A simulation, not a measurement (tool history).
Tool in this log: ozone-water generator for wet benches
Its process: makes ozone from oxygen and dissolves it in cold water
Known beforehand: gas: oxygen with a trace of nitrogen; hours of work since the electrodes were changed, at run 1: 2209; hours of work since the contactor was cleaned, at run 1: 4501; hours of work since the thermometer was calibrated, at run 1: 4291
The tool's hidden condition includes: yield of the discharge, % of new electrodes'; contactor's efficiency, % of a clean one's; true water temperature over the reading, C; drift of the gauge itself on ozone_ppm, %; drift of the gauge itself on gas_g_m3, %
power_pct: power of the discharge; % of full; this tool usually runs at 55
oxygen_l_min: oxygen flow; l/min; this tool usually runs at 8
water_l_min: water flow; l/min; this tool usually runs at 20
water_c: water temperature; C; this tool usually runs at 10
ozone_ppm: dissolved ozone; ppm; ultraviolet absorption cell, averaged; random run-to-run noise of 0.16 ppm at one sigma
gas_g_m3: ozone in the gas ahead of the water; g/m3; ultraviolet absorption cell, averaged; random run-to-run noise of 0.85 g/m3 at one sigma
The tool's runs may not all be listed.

run    hour  power_pct  oxygen_l_min  water_l_min  water_c  hours of work since the electrodes were changed  hours of work since the contactor was cleaned  hours of work since the thermometer was calibrated  ozone_ppm  gas_g_m3
  1       0         55             8           20       10                                             2209                                           4501                                                4291       18.5     125.9
  2   108.5         55             8           20       10                                             2317                                           4610                                                4400       18.6     127.9
  3   177.8         55             8           20       10                                             2387                                           4679                                                4469       18.1     126.6
  4   279.6         55             8           20       10                                             2488                                           4781                                                4571       18.3     125.7
  5   381.6         55          6.41           20       10                                             2590                                           4882                                                4672       18.4     141.6
  6   483.1         55             8           20       10                                             2691                                           4984                                                4774       18.1     121.8
  7   599.7         55             8           20       10                                             2808                                           5100                                                4890       17.7       124
  8   667.5         55         12.48           20       10                                             2875                                           5168                                                4958       16.6      95.3
  9   749.7         55          4.34           20       10                                             2958                                           5250                                                5040       17.6     175.2
 10   802.3         55         10.57           20       10                                             3010                                           5302                                                5092       17.4     104.2
 11   864.1         55             8           20       10                                             3072                                           5364                                                5154       17.5     122.7
      970.1  -- contactor cleaned
 12   984.7         55             8           20       10                                             3188                                             15                                                5270       18.7     122.1
 13  1102.9         55             8           20       10                                             3306                                            133                                                5388       18.5     121.9
 14  1160.2         55             8           20       10                                             3363                                            190                                                5446       18.7     121.9
 15  1282.5         55             8           20       10                                             3485                                            312                                                5568       18.4     120.3
     1324.8  -- water thermometer calibrated
 16  1402.5         55             8           20       10                                             3605                                            431                                                  78       18.6     121.7
 17    1498         55         10.84           20       10                                             3700                                            526                                                 173       17.8     100.5
 18  1582.1         57          9.55           20        6                                             3784                                            610                                                 257       19.6     109.2
 19  1662.8         55          8.98           20        9                                             3865                                            691                                                 337       18.2     112.4
 20  1780.5         55          8.98           20        9                                             3982                                            809                                                 455       18.2     109.4
 21  1906.2         55          8.98           20        9                                             4108                                            934                                                 580       18.2       111
 22  2013.6         45          7.35           20       10                                             4215                                           1041                                                 688       16.1     111.7
 23  2106.4         55          4.71           20        7                                             4307                                           1134                                                 780       18.3     158.8
 24  2176.8         55         11.56           32       10                                             4378                                           1204                                                 851       11.8      94.8
 25  2257.8         55         11.56           32       10                                             4459                                           1285                                                 931       11.8      94.4
 26  2380.6         55          7.27           20        8                                             4581                                           1408                                                1054       18.3     121.8
 27    2504         78          7.27           20       17                                             4704                                           1531                                                1177       18.5     143.3
 28  2614.2         78          5.88           20        7                                             4814                                           1641                                                1287       21.3     162.8
 29  2690.9         96          6.22           26        7                                             4891                                           1717                                                1364       18.5     172.9
 30    2814         55          6.36           20        6                                             5014                                           1840                                                1487       18.4     130.5
 31  2916.7         55          6.36           20        6                                             5116                                           1943                                                1589       18.2     129.6
 32    2996         55          6.36           20        6                                             5195                                           2022                                                1668       17.9     128.4
 33  3089.3         79          6.36           20        6                                             5289                                           2115                                                1761       21.3     152.6

Below are 4 alternative next runs, each starting from the tool's condition after run 33. Predict each:
  A  3151.7         79          4.14           20       15                                             5351                                           2177                                                1824          ?         ?
  B  3151.7         74          5.39           20       10                                             5351                                           2177                                                1824          ?         ?
  C  3151.7         99          8.14           14       10                                             5351                                           2177                                                1824          ?         ?
  D  3151.7         45          5.69           20        6                                             5351                                           2177                                                1824          ?         ?

run  ozone_ppm  gas_g_m3
  A       18.4     193.4
  B       19.3     160.5
  C       28.5     147.9
  D       16.1     123.8
What these runs would have given with no unlogged condition in the tool:
run  ozone_ppm  gas_g_m3
  A       24.1     244.8
  B       25.2     201.5
  C       38.1     191.8
  D       19.8     146.8

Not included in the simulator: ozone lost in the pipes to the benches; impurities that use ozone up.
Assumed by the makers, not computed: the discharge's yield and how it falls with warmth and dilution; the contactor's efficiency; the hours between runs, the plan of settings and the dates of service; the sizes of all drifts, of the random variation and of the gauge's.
